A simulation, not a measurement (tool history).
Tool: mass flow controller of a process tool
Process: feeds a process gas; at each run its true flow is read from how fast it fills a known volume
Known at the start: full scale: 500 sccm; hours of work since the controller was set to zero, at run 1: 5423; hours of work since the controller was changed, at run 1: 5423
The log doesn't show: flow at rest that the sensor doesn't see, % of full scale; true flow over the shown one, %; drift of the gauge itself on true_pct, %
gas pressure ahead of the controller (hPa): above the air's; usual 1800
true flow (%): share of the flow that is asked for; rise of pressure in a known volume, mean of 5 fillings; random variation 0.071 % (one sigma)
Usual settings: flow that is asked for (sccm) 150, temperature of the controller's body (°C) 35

| run | hour | flow that is asked for (sccm) | gas pressure ahead of the controller (hPa) | temperature of the controller's body (°C) | hours of work since the controller was set to zero | hours of work since the controller was changed | true flow (%) |
|---|---|---|---|---|---|---|---|
| 1 | 0.0 | 150 | 1800 | 35 | 5423 | 5423 | 100.15 |
| 2 | 296.1 | 150 | 1800 | 35 | 5551 | 5551 | 100.04 |
| 3 | 626.6 | 150 | 1800 | 35 | 5694 | 5694 | 99.96 |
| 4 | 917.8 | 150 | 1800 | 35 | 5819 | 5819 | 99.85 |
|  | 934.8 | controller's zero set anew |
| 5 | 1085.5 | 150 | 1800 | 35 | 65 | 5891 | 99.86 |
| 6 | 1354.6 | 150 | 2720 | 27 | 181 | 6007 | 99.89 |
| 7 | 1523.8 | 56 | 1920 | 35 | 254 | 6080 | 99.60 |
| 8 | 1692.2 | 56 | 1920 | 35 | 327 | 6153 | 99.66 |
| 9 | 1991.4 | 193 | 1920 | 31 | 456 | 6282 | 99.40 |
| 10 | 2223.4 | 193 | 1920 | 31 | 556 | 6382 | 99.58 |

Hidden state or all else? Some run-to-run changes of true flow (%), split into what the settings, what came in and random variation would give without the hidden state, and what is left for the hidden state (with any gauge scatter that isn't in both results):
Run 2 -> 3: no setting changed, nothing entered. true flow (%) -0.08: hidden state -0.06, all else -0.02.
Run 6 -> 7: flow that is asked for (sccm) 150 -> 56, gas pressure ahead of the controller (hPa) 2720 -> 1920, temperature of the controller's body (°C) 27 -> 35. true flow (%) -0.29: hidden state -0.03, all else -0.26.
